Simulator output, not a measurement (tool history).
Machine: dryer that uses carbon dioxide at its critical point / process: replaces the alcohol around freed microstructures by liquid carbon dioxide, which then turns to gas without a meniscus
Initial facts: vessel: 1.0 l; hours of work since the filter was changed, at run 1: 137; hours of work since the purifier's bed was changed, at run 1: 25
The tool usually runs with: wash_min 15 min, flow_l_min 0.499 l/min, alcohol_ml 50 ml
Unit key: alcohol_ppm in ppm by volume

run,hour,wash_min,flow_l_min,alcohol_ml,hours of work since the filter was changed,hours of work since the purifier's bed was changed,alcohol_ppm
1,0.0,15,0.499,50,137,25,164
2,13.2,15,0.499,50,141,30,169
3,23.6,15,0.499,50,145,34,166
4,33.6,15,0.499,50,149,37,169
5,43.9,15,0.499,50,152,41,169
6,64.8,15,0.499,98,160,48,346
7,83.3,15,0.499,50,167,55,189
8,94.2,15,0.499,50,170,59,194
9,115.3,15,0.499,50,178,66,200
10,136.5,15,0.499,50,186,74,194
11,147.0,15,0.499,50,189,78,196
12,163.6,15,0.499,50,195,84,209
13,174.2,15,0.499,50,199,87,217
14,186.2,15,0.499,50,203,92,224
15,199.8,15,0.499,50,208,97,234
16,221.2,15,0.499,50,216,104,234
17,232.3,15,0.499,50,220,108,234
18,245.0,15,0.499,50,224,113,242
19,255.1,15,0.499,50,228,116,253
20,268.8,15,0.499,50,233,121,242
21,291.0,14,0.499,50,241,129,360
22,310.1,15,0.499,50,248,136,278
23,327.9,15,0.499,50,254,142,286
24,343.9,22,0.459,50,260,148,73
# hour 347.9: inlet filter changed
25,360.9,22,0.459,50,5,154,45
26,384.0,22,0.459,50,13,162,45
27,406.1,12,0.331,23,21,170,813
28,423.5,12,0.331,23,27,176,790
29,438.9,9,0.732,37,33,182,202
30,448.9,12,0.540,50,36,185,270
31,463.5,19,0.499,67,41,190,70
32,482.2,19,0.499,67,48,197,66
33,494.5,12,0.423,50,52,201,788
34,511.7,12,0.609,63,59,208,202
35,531.3,12,0.609,63,66,215,210
36,544.8,18,0.595,100,70,219,61
37,561.5,18,0.595,94,76,225,60

The next listed run, before its measurement:
38,579.7,16,0.598,94,83,232,?

Run 38 gave alcohol_ppm 84 ppm by volume.
On a tool with no hidden condition, and with the same random variation, this run would have come out at alcohol_ppm 22 ppm by volume.
